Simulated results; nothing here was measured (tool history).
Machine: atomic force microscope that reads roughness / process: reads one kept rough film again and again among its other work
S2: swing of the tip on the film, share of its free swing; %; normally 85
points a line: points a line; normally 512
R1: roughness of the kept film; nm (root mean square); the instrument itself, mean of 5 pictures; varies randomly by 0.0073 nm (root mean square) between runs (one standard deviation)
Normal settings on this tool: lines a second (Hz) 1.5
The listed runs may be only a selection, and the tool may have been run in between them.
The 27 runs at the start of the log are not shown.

Run 28, hour 426.5: usual settings but lines a second (Hz) 1.29, S2 75 %, points a line 371. Result: R1 1.262 nm (root mean square).
Run 29, hour 442.4: usual settings but lines a second (Hz) 1.29, S2 67 %, points a line 786. Result: R1 1.249 nm (root mean square).
Run 30, hour 458: usual settings but lines a second (Hz) 2.55. Result: R1 1.13 nm (root mean square).
At hour 464.6: new tip fitted.
Run 31, hour 473.8: usual settings but lines a second (Hz) 2.55. Result: R1 1.465 nm (root mean square).
Run 32, hour 488.2: usual settings but lines a second (Hz) 2.53, S2 80 %, points a line 526. Result: R1 1.454 nm (root mean square).
Run 33, hour 497.7: usual settings but S2 75 %, points a line 547. Result: R1 1.472 nm (root mean square).
Run 34, hour 517.6: usual settings but lines a second (Hz) 0.7, S2 63 %. Result: R1 1.439 nm (root mean square).
Run 35, hour 527.2: usual settings but S2 77 %, points a line 615. Result: R1 1.378 nm (root mean square).
Run 36, hour 544.8: usual settings but lines a second (Hz) 3.16, S2 86 %. Result: R1 1.25 nm (root mean square).
Run 37, hour 560.7: usual settings but S2 66 %, points a line 379. Result: R1 1.315 nm (root mean square).
Run 38, hour 578.8: usual settings but S2 66 %, points a line 379. Result: R1 1.27 nm (root mean square).
Run 39, hour 590.1: usual settings but lines a second (Hz) 0.89, S2 63 %, points a line 292. Result: R1 1.229 nm (root mean square).
Run 40, hour 606.3: usual settings but lines a second (Hz) 0.89, S2 63 %, points a line 292. Result: R1 1.208 nm (root mean square).
At hour 620.5: new tip fitted.
Run 41, hour 623.4: usual settings but lines a second (Hz) 0.89, S2 63 %, points a line 292. Result: R1 1.571 nm (root mean square).
Run 42, hour 643.8: usual settings but lines a second (Hz) 3.66, S2 89 %, points a line 552. Result: R1 1.354 nm (root mean square).
Run 43, hour 661.4: usual settings but lines a second (Hz) 3.66, S2 89 %, points a line 552. Result: R1 1.312 nm (root mean square).
Run 44, hour 683.8: usual settings but lines a second (Hz) 1.53. Result: R1 1.369 nm (root mean square).
Run 45, hour 700.6: usual settings but lines a second (Hz) 1.53. Result: R1 1.334 nm (root mean square).
Run 46, hour 720.8: usual settings but lines a second (Hz) 1.53, points a line 708. Result: R1 1.272 nm (root mean square).
Run 47, hour 731.6: usual settings but lines a second (Hz) 1.59, S2 57 %. Result: R1 1.295 nm (root mean square).
Run 48, hour 750.9: usual settings but lines a second (Hz) 1.59, S2 57 %. Result: R1 1.247 nm (root mean square).

Branching from run 48: 5 alternative next runs. What would each branch give?
Run A, hour 767.2: usual settings but lines a second (Hz) 1.59, S2 64 %. Result: R1 ?.
Run B, hour 767.2: usual settings but lines a second (Hz) 0.55, points a line 589. Result: R1 ?.
Run C, hour 767.2: usual settings but lines a second (Hz) 1.39, S2 71 %, points a line 558. Result: R1 ?.
Run D, hour 767.2: usual settings but S2 59 %, points a line 490. Result: R1 ?.
Run E, hour 767.2: usual settings but lines a second (Hz) 2.67, points a line 377. Result: R1 ?.

run     R1
  A  1.208
  B  1.212
  C  1.202
  D  1.233
  E  1.112
Take away the tool's hidden state, keep each run's random variation, and the runs would have read:
run     R1
  A   1.59
  B  1.595
  C  1.583
  D  1.619
  E  1.464
